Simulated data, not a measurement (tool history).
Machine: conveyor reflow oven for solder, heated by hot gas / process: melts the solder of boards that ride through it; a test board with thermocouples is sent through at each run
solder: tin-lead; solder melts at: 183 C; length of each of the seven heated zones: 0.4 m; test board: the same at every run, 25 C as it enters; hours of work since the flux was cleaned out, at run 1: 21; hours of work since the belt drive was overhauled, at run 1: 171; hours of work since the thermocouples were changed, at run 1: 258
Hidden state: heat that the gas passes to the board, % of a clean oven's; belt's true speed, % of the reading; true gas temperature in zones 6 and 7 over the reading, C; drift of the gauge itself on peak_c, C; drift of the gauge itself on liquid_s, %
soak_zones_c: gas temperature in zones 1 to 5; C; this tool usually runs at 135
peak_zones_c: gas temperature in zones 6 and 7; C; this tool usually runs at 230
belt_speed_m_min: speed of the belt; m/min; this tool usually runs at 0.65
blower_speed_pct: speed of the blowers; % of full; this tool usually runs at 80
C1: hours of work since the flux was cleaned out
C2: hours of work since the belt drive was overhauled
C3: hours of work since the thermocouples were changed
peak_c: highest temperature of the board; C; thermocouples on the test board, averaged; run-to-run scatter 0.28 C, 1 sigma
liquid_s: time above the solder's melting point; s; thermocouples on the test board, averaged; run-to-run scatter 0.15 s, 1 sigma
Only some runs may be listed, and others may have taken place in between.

{"run": 1, "hour": 0.0, "soak_zones_c": 135, "peak_zones_c": 230, "belt_speed_m_min": 0.65, "blower_speed_pct": 80, "C1": 21, "C2": 171, "C3": 258, "peak_c": 216.3, "liquid_s": 54.9}
{"run": 2, "hour": 44.1, "soak_zones_c": 135, "peak_zones_c": 230, "belt_speed_m_min": 0.65, "blower_speed_pct": 80, "C1": 51, "C2": 201, "C3": 288, "peak_c": 216.3, "liquid_s": 54.7}
{"run": 3, "hour": 77.9, "soak_zones_c": 135, "peak_zones_c": 230, "belt_speed_m_min": 0.65, "blower_speed_pct": 80, "C1": 74, "C2": 224, "C3": 310, "peak_c": 216.2, "liquid_s": 54.6}
{"run": 4, "hour": 124.9, "soak_zones_c": 135, "peak_zones_c": 230, "belt_speed_m_min": 0.65, "blower_speed_pct": 80, "C1": 105, "C2": 255, "C3": 342, "peak_c": 215.5, "liquid_s": 54.1}
{"run": 5, "hour": 147.5, "soak_zones_c": 135, "peak_zones_c": 230, "belt_speed_m_min": 0.65, "blower_speed_pct": 80, "C1": 121, "C2": 271, "C3": 357, "peak_c": 215.3, "liquid_s": 54.3}
{"run": 6, "hour": 184.6, "soak_zones_c": 135, "peak_zones_c": 230, "belt_speed_m_min": 0.65, "blower_speed_pct": 80, "C1": 146, "C2": 296, "C3": 382, "peak_c": 215.4, "liquid_s": 54.2}
{"run": 7, "hour": 225.6, "soak_zones_c": 135, "peak_zones_c": 230, "belt_speed_m_min": 0.65, "blower_speed_pct": 80, "C1": 173, "C2": 323, "C3": 410, "peak_c": 214.5, "liquid_s": 53.7}
{"hour": 260.7, "done": "flux residue cleaned out of gas plates and filters"}
{"run": 8, "hour": 268.0, "soak_zones_c": 135, "peak_zones_c": 230, "belt_speed_m_min": 0.65, "blower_speed_pct": 80, "C1": 5, "C2": 348, "C3": 435, "peak_c": 215.9, "liquid_s": 55.2}
{"run": 9, "hour": 298.2, "soak_zones_c": 135, "peak_zones_c": 230, "belt_speed_m_min": 0.65, "blower_speed_pct": 80, "C1": 25, "C2": 369, "C3": 455, "peak_c": 216.1, "liquid_s": 54.7}
{"run": 10, "hour": 334.2, "soak_zones_c": 135, "peak_zones_c": 230, "belt_speed_m_min": 0.65, "blower_speed_pct": 80, "C1": 50, "C2": 393, "C3": 480, "peak_c": 215.6, "liquid_s": 54.6}
{"run": 11, "hour": 370.1, "soak_zones_c": 135, "peak_zones_c": 226, "belt_speed_m_min": 0.65, "blower_speed_pct": 80, "C1": 74, "C2": 417, "C3": 504, "peak_c": 212.1, "liquid_s": 52.1}
{"run": 12, "hour": 391.3, "soak_zones_c": 135, "peak_zones_c": 226, "belt_speed_m_min": 0.65, "blower_speed_pct": 80, "C1": 88, "C2": 432, "C3": 518, "peak_c": 211.4, "liquid_s": 51.6}
{"run": 13, "hour": 417.3, "soak_zones_c": 135, "peak_zones_c": 226, "belt_speed_m_min": 0.65, "blower_speed_pct": 80, "C1": 106, "C2": 449, "C3": 536, "peak_c": 211.6, "liquid_s": 51.4}
{"hour": 425.3, "done": "belt drive overhauled, speed set with a stopwatch"}
{"run": 14, "hour": 455.1, "soak_zones_c": 135, "peak_zones_c": 226, "belt_speed_m_min": 0.65, "blower_speed_pct": 80, "C1": 128, "C2": 20, "C3": 558, "peak_c": 211.6, "liquid_s": 51.5}
{"run": 15, "hour": 486.1, "soak_zones_c": 133, "peak_zones_c": 230, "belt_speed_m_min": 0.65, "blower_speed_pct": 80, "C1": 149, "C2": 41, "C3": 579, "peak_c": 214.7, "liquid_s": 53.2}
{"run": 16, "hour": 516.5, "soak_zones_c": 133, "peak_zones_c": 230, "belt_speed_m_min": 0.65, "blower_speed_pct": 80, "C1": 170, "C2": 61, "C3": 600, "peak_c": 214.2, "liquid_s": 53.5}
{"run": 17, "hour": 537.2, "soak_zones_c": 133, "peak_zones_c": 231, "belt_speed_m_min": 0.594, "blower_speed_pct": 55, "C1": 184, "C2": 75, "C3": 614, "peak_c": 211.1, "liquid_s": 53.8}
{"hour": 555.9, "done": "flux residue cleaned out of gas plates and filters"}
{"run": 18, "hour": 570.7, "soak_zones_c": 135, "peak_zones_c": 235, "belt_speed_m_min": 0.65, "blower_speed_pct": 55, "C1": 10, "C2": 95, "C3": 633, "peak_c": 213.1, "liquid_s": 51.5}
{"run": 19, "hour": 614.2, "soak_zones_c": 135, "peak_zones_c": 230, "belt_speed_m_min": 0.65, "blower_speed_pct": 60, "C1": 39, "C2": 124, "C3": 662, "peak_c": 210.8, "liquid_s": 49.5}
{"run": 20, "hour": 645.2, "soak_zones_c": 135, "peak_zones_c": 220, "belt_speed_m_min": 0.65, "blower_speed_pct": 84, "C1": 60, "C2": 145, "C3": 683, "peak_c": 207.1, "liquid_s": 48.7}
{"run": 21, "hour": 678.3, "soak_zones_c": 135, "peak_zones_c": 220, "belt_speed_m_min": 0.65, "blower_speed_pct": 84, "C1": 83, "C2": 167, "C3": 706, "peak_c": 207, "liquid_s": 48.2}
{"hour": 707.0, "done": "belt drive overhauled, speed set with a stopwatch, once more"}
{"run": 22, "hour": 714.4, "soak_zones_c": 135, "peak_zones_c": 224, "belt_speed_m_min": 0.735, "blower_speed_pct": 57, "C1": 104, "C2": 5, "C3": 727, "peak_c": 198.7, "liquid_s": 29.4}
{"run": 23, "hour": 739.6, "soak_zones_c": 135, "peak_zones_c": 230, "belt_speed_m_min": 0.625, "blower_speed_pct": 80, "C1": 121, "C2": 22, "C3": 744, "peak_c": 215.5, "liquid_s": 56.2}
{"run": 24, "hour": 759.2, "soak_zones_c": 135, "peak_zones_c": 230, "belt_speed_m_min": 0.625, "blower_speed_pct": 80, "C1": 134, "C2": 35, "C3": 757, "peak_c": 214.8, "liquid_s": 56}
{"run": 25, "hour": 790.5, "soak_zones_c": 135, "peak_zones_c": 218, "belt_speed_m_min": 0.65, "blower_speed_pct": 65, "C1": 155, "C2": 56, "C3": 778, "peak_c": 199.9, "liquid_s": 37.1}
{"run": 26, "hour": 821.8, "soak_zones_c": 135, "peak_zones_c": 227, "belt_speed_m_min": 0.65, "blower_speed_pct": 53, "C1": 177, "C2": 77, "C3": 800, "peak_c": 203.7, "liquid_s": 40.3}
{"hour": 851.8, "done": "flux residue cleaned out of gas plates and filters"}
{"run": 27, "hour": 853.8, "soak_zones_c": 125, "peak_zones_c": 230, "belt_speed_m_min": 0.65, "blower_speed_pct": 77, "C1": 1, "C2": 96, "C3": 818, "peak_c": 212.9, "liquid_s": 48.9}
{"run": 28, "hour": 889.0, "soak_zones_c": 146, "peak_zones_c": 230, "belt_speed_m_min": 0.65, "blower_speed_pct": 80, "C1": 25, "C2": 119, "C3": 841, "peak_c": 215.9, "liquid_s": 58.8}
{"run": 29, "hour": 916.0, "soak_zones_c": 135, "peak_zones_c": 229, "belt_speed_m_min": 0.65, "blower_speed_pct": 55, "C1": 43, "C2": 138, "C3": 860, "peak_c": 207.1, "liquid_s": 44.4}
{"run": 30, "hour": 947.4, "soak_zones_c": 135, "peak_zones_c": 229, "belt_speed_m_min": 0.65, "blower_speed_pct": 55, "C1": 64, "C2": 159, "C3": 881, "peak_c": 206.1, "liquid_s": 44.1}

Consider 4 possible next runs. They are alternatives, not a sequence: every one starts from the tool as it was left by run 30. What does each give?
{"run": "A", "hour": 988.8, "soak_zones_c": 138, "peak_zones_c": 230, "belt_speed_m_min": 0.65, "blower_speed_pct": 57, "C1": 92, "C2": 187, "C3": 909, "peak_c": "?", "liquid_s": "?"}
{"run": "B", "hour": 988.8, "soak_zones_c": 135, "peak_zones_c": 229, "belt_speed_m_min": 0.65, "blower_speed_pct": 76, "C1": 92, "C2": 187, "C3": 909, "peak_c": "?", "liquid_s": "?"}
{"run": "C", "hour": 988.8, "soak_zones_c": 135, "peak_zones_c": 237, "belt_speed_m_min": 0.65, "blower_speed_pct": 80, "C1": 92, "C2": 187, "C3": 909, "peak_c": "?", "liquid_s": "?"}
{"run": "D", "hour": 988.8, "soak_zones_c": 138, "peak_zones_c": 233, "belt_speed_m_min": 0.65, "blower_speed_pct": 80, "C1": 92, "C2": 187, "C3": 909, "peak_c": "?", "liquid_s": "?"}

run=A peak_c=208.3 liquid_s=47.3
run=B peak_c=211.9 liquid_s=51.2
run=C peak_c=220 liquid_s=57.3
run=D peak_c=216.7 liquid_s=56.2
Take away the tool's hidden state, keep each run's random variation, and the runs would have read:
run=A peak_c=212 liquid_s=50.7
run=B peak_c=215.9 liquid_s=54.3
run=C peak_c=224.1 liquid_s=59.7
run=D peak_c=220.7 liquid_s=58.7

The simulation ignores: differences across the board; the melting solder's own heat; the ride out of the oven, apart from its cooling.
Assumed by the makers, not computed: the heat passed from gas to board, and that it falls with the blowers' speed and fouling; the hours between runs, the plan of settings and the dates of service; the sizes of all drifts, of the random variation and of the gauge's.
